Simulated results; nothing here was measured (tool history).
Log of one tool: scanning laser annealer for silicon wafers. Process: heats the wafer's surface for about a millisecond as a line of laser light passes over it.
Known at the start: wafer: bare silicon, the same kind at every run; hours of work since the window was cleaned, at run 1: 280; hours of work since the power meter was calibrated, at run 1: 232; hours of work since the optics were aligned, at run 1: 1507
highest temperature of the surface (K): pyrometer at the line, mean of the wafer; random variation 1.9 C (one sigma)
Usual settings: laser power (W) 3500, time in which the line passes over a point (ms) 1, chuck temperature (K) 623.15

run    day  laser power (W)  time in which the line passes over a point (ms)  chuck temperature (K)  hours of work since the window was cleaned  hours of work since the power meter was calibrated  hours of work since the optics were aligned  highest temperature of the surface (K)
  1      0             3500                                                1                 623.15                                         280                                                 232                                         1507                                 1398.15
  2  0.433             3500                                             1.04                 623.15                                         286                                                 239                                         1514                                 1411.15
  3  0.892             3500                                             1.04                 623.15                                         293                                                 246                                         1520                                 1408.15
  4  1.421             3542                                             1.04                 623.15                                         301                                                 254                                         1528                                 1417.15
  5  1.812             3542                                             1.04                 606.15                                         306                                                 259                                         1534                                 1402.15
  6  2.146             3542                                             1.04                 606.15                                         311                                                 264                                         1539                                 1405.15
  7  2.646             3542                                             1.04                 606.15                                         319                                                 272                                         1546                                 1403.15
  8  3.079             3542                                             1.04                 606.15                                         325                                                 278                                         1553                                 1402.15
  9  3.433             3542                                             1.04                 639.15                                         330                                                 283                                         1558                                 1437.15
 10      4             3500                                             1.05                 623.15                                         339                                                 292                                         1567                                 1410.15
 11  4.533             3500                                             1.05                 623.15                                         347                                                 300                                         1574                                 1408.15
 12  4.908             3694                                                1                 623.15                                         352                                                 305                                         1580                                 1435.15
 13   5.15             3500                                                1                 609.15                                         356                                                 309                                         1584                                 1375.15
 14  5.646             3500                                                1                 609.15                                         363                                                 316                                         1591                                 1377.15
 15  5.988             3500                                                1                 609.15                                         368                                                 321                                         1596                                 1378.15
 16  6.329             3500                                                1                 609.15                                         373                                                 326                                         1601                                 1380.15
 17  6.783             3500                                                1                 609.15                                         380                                                 333                                         1608                                 1377.15
 18  7.112             3202                                                1                 623.15                                         385                                                 338                                         1613                                 1324.15
 19  7.483             3202                                                1                 623.15                                         390                                                 343                                         1618                                 1324.15
 20  7.883             3500                                             0.86                 623.15                                         396                                                 349                                         1624                                 1336.15
 21  8.329             3026                                             0.75                 634.15                                         403                                                 356                                         1631                                 1212.15

Forecast run 22:
 22  8.588             3026                                             0.75                 634.15                                         407                                                 360                                         1634                                       ?

highest temperature of the surface (K): 1211.15
Without the tool's hidden state the same run would have given highest temperature of the surface (K) 1232.15.
